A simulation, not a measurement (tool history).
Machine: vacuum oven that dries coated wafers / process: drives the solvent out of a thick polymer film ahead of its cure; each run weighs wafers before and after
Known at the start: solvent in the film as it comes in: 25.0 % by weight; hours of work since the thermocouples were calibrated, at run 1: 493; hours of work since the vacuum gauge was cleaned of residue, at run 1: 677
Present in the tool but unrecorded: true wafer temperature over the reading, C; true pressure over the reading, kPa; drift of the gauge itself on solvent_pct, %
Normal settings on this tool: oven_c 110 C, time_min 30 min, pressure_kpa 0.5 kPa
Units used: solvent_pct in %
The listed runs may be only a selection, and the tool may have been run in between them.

run	hour	oven_c	time_min	pressure_kpa	hours of work since the thermocouples were calibrated	hours of work since the vacuum gauge was cleaned of residue	solvent_pct
1	0	110	30	0.5	493	677	1.77
2	14.6	110	30	1.115	500	684	1.94
3	37.9	110	30	1.628	511	694	2.26
4	53.4	110	30	0.5	517	701	1.71
5	65.6	110	21	0.5	523	707	3.39
6	79.5	110	30	0.5	529	713	1.79
7	105.9	110	30	0.5	541	725	1.73
8	130.8	110	30	0.5	552	736	1.73
9	143.6	110	30	0.5	558	742	1.7
10	167.4	110	30	0.5	569	753	1.75
11	193.5	110	17	0.5	581	764	4.76
12	209.7	110	17	0.5	588	772	4.74
13	224.4	110	17	0.5	594	778	4.94
14	241.2	110	30	1.57	602	786	2.33
15	264.9	110	30	0.5	613	797	1.93
16	292.3	110	30	0.5	625	809	1.88
17	321.6	110	30	0.5	638	822	1.86
18	334.9	110	18	0.913	644	828	4.59
19	348.6	101	22	0.5	650	834	7.56
20	376.7	117	18	0.285	663	847	1.91
21	401.4	110	25	0.287	674	858	2.47
22	424.7	110	24	0.453	684	868	2.8
23	438	121	40	0.453	690	874	0.29
24	465.3	121	40	0.453	703	887	0.33
25	493.9	100	42	1.393	716	900	4.3
26	516.9	100	42	1.393	726	910	4.41
27	535.8	100	17	1.393	734	918	10.28
28	548.1	111	24	1.393	740	924	2.92
29	573.4	111	24	1.393	751	935	2.96
30	596.9	112	30	0.5	762	946	1.43
31	620.5	105	30	1.037	773	957	3.87

5 options for the next run, each taken on its own from the tool as it stands now. Forecast them:
A	642.2	112	19	0.5	782	966	?
B	642.2	103	21	0.38	782	966	?
C	642.2	117	19	0.254	782	966	?
D	642.2	116	36	0.475	782	966	?
E	642.2	123	30	1.26	782	966	?

run	solvent_pct
A	3.53
B	6.9
C	1.77
D	0.6
E	0.69
With the hidden condition removed and each run's random variation left untouched, the same runs would have given:
run	solvent_pct
A	2.62
B	5.69
C	1.16
D	0.3
E	0.47
